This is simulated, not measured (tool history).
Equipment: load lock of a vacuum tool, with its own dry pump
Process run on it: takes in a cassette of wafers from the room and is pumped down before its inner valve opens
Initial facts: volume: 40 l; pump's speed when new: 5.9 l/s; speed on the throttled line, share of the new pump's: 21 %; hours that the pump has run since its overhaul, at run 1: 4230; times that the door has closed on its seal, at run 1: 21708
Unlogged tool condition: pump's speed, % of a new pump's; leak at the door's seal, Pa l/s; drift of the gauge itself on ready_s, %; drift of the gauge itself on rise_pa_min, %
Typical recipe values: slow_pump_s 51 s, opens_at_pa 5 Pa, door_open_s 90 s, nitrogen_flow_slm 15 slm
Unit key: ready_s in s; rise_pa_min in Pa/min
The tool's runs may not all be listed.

| run | hour | slow_pump_s | opens_at_pa | door_open_s | nitrogen_flow_slm | hours that the pump has run since its overhaul | times that the door has closed on its seal | incoming humidity of the room's air, % | ready_s | rise_pa_min |
|---|---|---|---|---|---|---|---|---|---|---|
| 1 | 0.0 | 51 | 5 | 90 | 15 | 4230 | 21708 | 48.9 | 110.1 | 0.193 |
| 2 | 186.6 | 51 | 5 | 148 | 15 | 4416 | 22130 | 42.5 | 110.5 | 0.204 |
| 3 | 361.3 | 51 | 5 | 90 | 15 | 4591 | 22524 | 40.9 | 111.4 | 0.184 |
| 4 | 588.7 | 51 | 5 | 90 | 15 | 4819 | 23038 | 48.1 | 111.7 | 0.201 |
| 5 | 832.6 | 51 | 5 | 141 | 15 | 5062 | 23589 | 44.1 | 110.6 | 0.225 |
| 6 | 957.4 | 51 | 5 | 141 | 15 | 5187 | 23871 | 45.2 | 112.2 | 0.228 |
| 7 | 1089.1 | 51 | 5 | 90 | 15 | 5319 | 24169 | 44.6 | 112.5 | 0.207 |
| 8 | 1244.5 | 51 | 5 | 90 | 25 | 5474 | 24520 | 46.0 | 111.4 | 0.208 |
| 9 | 1460.9 | 51 | 5 | 90 | 25 | 5691 | 25009 | 44.3 | 111.4 | 0.198 |
| 10 | 1677.2 | 32 | 5 | 90 | 25 | 5907 | 25498 | 49.4 | 97.9 | 0.216 |
| 11 | 1863.9 | 51 | 5 | 31 | 15 | 6094 | 25920 | 45.2 | 112.0 | 0.192 |
| 12 | 2022.7 | 51 | 4 | 31 | 15 | 6253 | 26279 | 48.1 | 113.6 | 0.201 |
| 13 | 2163.4 | 51 | 4 | 31 | 15 | 6393 | 26597 | 49.6 | 114.4 | 0.205 |
| 14 | 2283.8 | 51 | 4 | 31 | 15 | 6514 | 26869 | 43.4 | 113.3 | 0.197 |
| 15 | 2415.0 | 51 | 5 | 90 | 15 | 6645 | 27165 | 40.8 | 112.1 | 0.229 |
| 16 | 2648.9 | 51 | 5 | 157 | 15 | 6879 | 27694 | 42.0 | 111.4 | 0.268 |
| 17 | 2812.0 | 51 | 5 | 90 | 14 | 7042 | 28062 | 45.1 | 112.3 | 0.243 |
| 18 | 2930.5 | 26 | 6 | 203 | 15 | 7160 | 28330 | 43.2 | 90.5 | 0.300 |
| 19 | 3150.5 | 26 | 4 | 163 | 15 | 7380 | 28827 | 41.0 | 95.0 | 0.274 |
| 20 | 3305.5 | 95 | 6 | 60 | 21 | 7535 | 29177 | 45.5 | 146.8 | 0.238 |
| 21 | 3557.3 | 31 | 6 | 26 | 10 | 7787 | 29746 | 42.4 | 95.6 | 0.237 |
| 22 | 3776.9 | 31 | 6 | 26 | 10 | 8007 | 30243 | 43.0 | 96.1 | 0.237 |
| 23 | 3902.3 | 31 | 6 | 26 | 10 | 8132 | 30526 | 46.9 | 96.5 | 0.246 |
| 24 | 4130.4 | 51 | 7 | 90 | 15 | 8360 | 31042 | 43.9 | 111.7 | 0.272 |
| 25 | 4343.1 | 51 | 5 | 90 | 15 | 8573 | 31522 | 46.7 | 112.9 | 0.288 |
| 26 | 4456.0 | 73 | 7 | 100 | 4 | 8686 | 31777 | 47.1 | 127.8 | 0.312 |
| 27 | 4575.3 | 58 | 6 | 112 | 42 | 8805 | 32047 | 42.3 | 116.9 | 0.277 |
| 28 | 4771.9 | 54 | 5 | 90 | 15 | 9002 | 32491 | 45.7 | 115.5 | 0.304 |
| 29 | 4904.0 | 54 | 5 | 90 | 15 | 9134 | 32790 | 45.5 | 115.5 | 0.298 |
| 30 | 5034.3 | 31 | 8 | 90 | 27 | 9264 | 33084 | 46.2 | 94.1 | 0.299 |
| 31 | 5221.2 | 51 | 5 | 90 | 6 | 9451 | 33507 | 45.3 | 114.3 | 0.325 |
| 32 | 5380.1 | 51 | 10 | 90 | 23 | 9610 | 33866 | 48.1 | 107.5 | 0.308 |
| 33 | 5608.8 | 51 | 5 | 45 | 17 | 9839 | 34382 | 46.6 | 114.7 | 0.300 |

Results for each run, recomputed without the tool's hidden state and with each run's random variation untouched:
| run | ready_s | rise_pa_min |
|---|---|---|
| 1 | 108.1 | 0.065 |
| 2 | 108.5 | 0.075 |
| 3 | 109.3 | 0.049 |
| 4 | 109.4 | 0.062 |
| 5 | 108.2 | 0.083 |
| 6 | 109.8 | 0.081 |
| 7 | 110.0 | 0.057 |
| 8 | 108.8 | 0.054 |
| 9 | 108.7 | 0.044 |
| 10 | 94.7 | 0.055 |
| 11 | 109.0 | 0.028 |
| 12 | 110.6 | 0.033 |
| 13 | 111.3 | 0.030 |
| 14 | 110.0 | 0.021 |
| 15 | 108.9 | 0.051 |
| 16 | 107.9 | 0.082 |
| 17 | 108.9 | 0.055 |
| 18 | 86.7 | 0.108 |
| 19 | 90.8 | 0.078 |
| 20 | 143.7 | 0.039 |
| 21 | 91.4 | 0.025 |
| 22 | 91.8 | 0.021 |
| 23 | 92.1 | 0.030 |
| 24 | 107.7 | 0.054 |
| 25 | 108.5 | 0.061 |
| 26 | 123.9 | 0.079 |
| 27 | 112.6 | 0.042 |
| 28 | 110.9 | 0.064 |
| 29 | 110.8 | 0.055 |
| 30 | 89.2 | 0.051 |
| 31 | 109.4 | 0.071 |
| 32 | 103.0 | 0.048 |
| 33 | 109.4 | 0.038 |
